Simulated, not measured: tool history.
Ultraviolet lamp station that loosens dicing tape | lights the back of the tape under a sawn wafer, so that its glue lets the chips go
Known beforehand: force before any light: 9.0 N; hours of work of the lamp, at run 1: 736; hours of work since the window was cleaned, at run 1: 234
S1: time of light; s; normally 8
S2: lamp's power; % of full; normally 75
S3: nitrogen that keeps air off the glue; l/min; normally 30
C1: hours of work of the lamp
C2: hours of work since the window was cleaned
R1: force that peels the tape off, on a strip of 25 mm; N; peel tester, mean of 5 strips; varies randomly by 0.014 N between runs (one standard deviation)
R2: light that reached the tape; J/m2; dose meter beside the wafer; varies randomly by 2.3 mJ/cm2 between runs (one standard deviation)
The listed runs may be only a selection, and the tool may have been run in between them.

run 1 hour=0 | S1=8 S2=75 S3=30 | C1=736 C2=234 | R1=1.15 R2=1610
run 2 hour=62.6 | S1=8 S2=75 S3=30 | C1=775 C2=273 | R1=1.231 R2=1590
-- hour=74.8 window cleaned of glue's vapour
run 3 hour=127 | S1=8 S2=75 S3=30 | C1=814 C2=32 | R1=1.561 R2=1360
run 4 hour=179.2 | S1=6 S2=75 S3=30 | C1=847 C2=65 | R1=2.473 R2=930
-- hour=229 window cleaned of glue's vapour, once more
run 5 hour=243.6 | S1=6 S2=75 S3=30 | C1=886 C2=9 | R1=1.462 R2=1370
run 6 hour=275.1 | S1=4 S2=75 S3=30 | C1=906 C2=29 | R1=2.642 R2=910
run 7 hour=341.5 | S1=8 S2=75 S3=29 | C1=947 C2=70 | R1=0.992 R2=1760
run 8 hour=381.7 | S1=8 S2=75 S3=29 | C1=972 C2=95 | R1=1.028 R2=1690
run 9 hour=420 | S1=5 S2=75 S3=29 | C1=996 C2=119 | R1=2.207 R2=1050
run 10 hour=470.6 | S1=8 S2=75 S3=30 | C1=1028 C2=150 | R1=1.125 R2=1670

The next listed run, before its measurement:
run 11 hour=511.6 | S1=8 S2=75 S3=30 | C1=1053 C2=176 | R1=? R2=?

Run 11 came out at R1 1.133 N, R2 1650 J/m2.
With no hidden state in the tool, this same run would have given R1 0.63 N, R2 2230 J/m2.
